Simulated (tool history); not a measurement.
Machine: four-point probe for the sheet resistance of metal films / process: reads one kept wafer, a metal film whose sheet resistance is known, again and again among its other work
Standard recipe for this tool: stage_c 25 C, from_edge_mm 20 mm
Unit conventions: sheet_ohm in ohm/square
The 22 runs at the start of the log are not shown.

run   hour  stage_c  from_edge_mm  sheet_ohm
     226.3  -- new probe head fitted
 23  228.4       33             9  15.208335
 24  238.3       18            15  15.240602
 25  248.5       33             3  16.354985
 26  262.8       28            34  15.093439
 27  272.8       34            24  15.064574
 28  287.3       27            11  15.203555
 29  295.5       27            11  15.202435
 30  306.1       19             3  16.491852
 31    321       26            19  15.144829
 32  336.5       21            12  15.241891
 33  346.7       24             9  15.279221
 34    355       24             9  15.281018
 35  364.4       27            33  15.102134
 36  377.8       19            65  15.161501

4 ways to go on from here, each from the tool as it stands after run 36. What would each give?
  A  386.2       25            30          ?
  B  386.2       21            65          ?
  C  386.2       26            20          ?
  D  386.2       24            29          ?

run  sheet_ohm
  A  15.121575
  B   15.14896
  C  15.134327
  D  15.132985
What these runs would have given with no unlogged condition in the tool:
run  sheet_ohm
  A  15.084649
  B  15.112096
  C  15.097343
  D  15.096064

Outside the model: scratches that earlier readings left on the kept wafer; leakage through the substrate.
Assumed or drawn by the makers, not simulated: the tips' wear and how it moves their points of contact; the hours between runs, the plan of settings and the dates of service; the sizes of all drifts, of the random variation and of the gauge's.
